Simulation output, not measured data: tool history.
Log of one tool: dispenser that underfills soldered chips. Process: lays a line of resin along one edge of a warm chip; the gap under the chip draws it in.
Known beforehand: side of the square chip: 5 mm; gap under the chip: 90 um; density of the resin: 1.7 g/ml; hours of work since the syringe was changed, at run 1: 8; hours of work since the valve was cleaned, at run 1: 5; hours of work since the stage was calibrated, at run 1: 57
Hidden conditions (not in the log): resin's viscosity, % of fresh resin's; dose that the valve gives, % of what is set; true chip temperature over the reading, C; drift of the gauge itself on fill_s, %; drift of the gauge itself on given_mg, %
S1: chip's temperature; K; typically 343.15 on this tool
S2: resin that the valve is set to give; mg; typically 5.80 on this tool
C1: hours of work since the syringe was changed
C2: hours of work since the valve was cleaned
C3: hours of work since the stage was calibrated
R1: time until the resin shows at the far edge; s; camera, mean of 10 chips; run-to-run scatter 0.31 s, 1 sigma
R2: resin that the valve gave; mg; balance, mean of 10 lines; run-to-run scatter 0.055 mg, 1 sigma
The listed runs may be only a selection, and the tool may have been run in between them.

run	hour	S1	S2	C1	C2	C3	R1	R2
1	0.0	343.15	5.80	8	5	57	13.1	5.62
# hour 4.9: new syringe of resin
2	10.1	343.15	5.80	3	12	64	10.1	5.68
# hour 21.5: new syringe of resin
3	21.5	343.15	7.48	0	19	71	8.2	7.31
4	31.1	343.15	7.48	6	25	77	11.4	7.25
# hour 38.0: new syringe of resin
5	42.5	343.15	7.46	3	32	84	10.1	7.20
6	51.5	343.15	5.80	9	38	90	13.9	5.56
# hour 54.4: new syringe of resin
7	58.4	343.15	5.80	3	42	94	10.5	5.60
8	64.6	343.15	5.80	7	46	98	12.1	5.58
9	69.4	343.15	5.80	10	50	102	15.2	5.58
# hour 70.8: new syringe of resin
10	79.9	343.15	5.80	6	56	108	12.4	5.53
11	85.3	330.15	5.80	9	60	112	24.8	5.50
# hour 87.7: new syringe of resin
12	97.3	330.15	5.80	6	67	119	20.5	5.40
13	102.9	343.15	5.80	10	71	123	15.3	5.46
# hour 104.3: new syringe of resin
14	109.8	343.15	5.80	4	75	127	10.5	5.42
15	118.7	343.15	5.80	9	81	133	14.3	5.44
# hour 121.0: new syringe of resin
# hour 123.9: dispensing valve cleaned and set on the balance
16	128.3	343.15	5.80	4	3	138	11.0	5.89
# hour 138.6: new syringe of resin
17	139.7	343.15	5.80	1	10	146	8.6	5.73
18	147.9	331.15	5.80	6	15	151	19.6	5.77
19	153.2	350.15	5.80	10	19	154	11.8	5.84
# hour 155.1: new syringe of resin
20	159.8	341.15	5.80	3	23	158	11.1	5.66
21	169.2	354.15	5.81	9	29	165	9.2	5.65
# hour 171.9: new syringe of resin
22	178.3	336.15	6.51	4	35	170	14.2	6.22
23	183.3	339.15	6.51	7	38	174	15.3	6.25
# hour 189.1: new syringe of resin
24	189.3	339.15	6.51	0	42	177	9.5	6.42
25	201.0	333.15	6.19	8	49	185	19.2	5.98

What will run 26 give?
# hour 205.4: new syringe of resin
26	210.9	333.15	6.19	4	56	191	?	?

R1: 15.6 s
R2: 5.92 mg
The same run, on a tool lacking any hidden state, would have yielded R1 12.9 s, R2 6.22 mg.
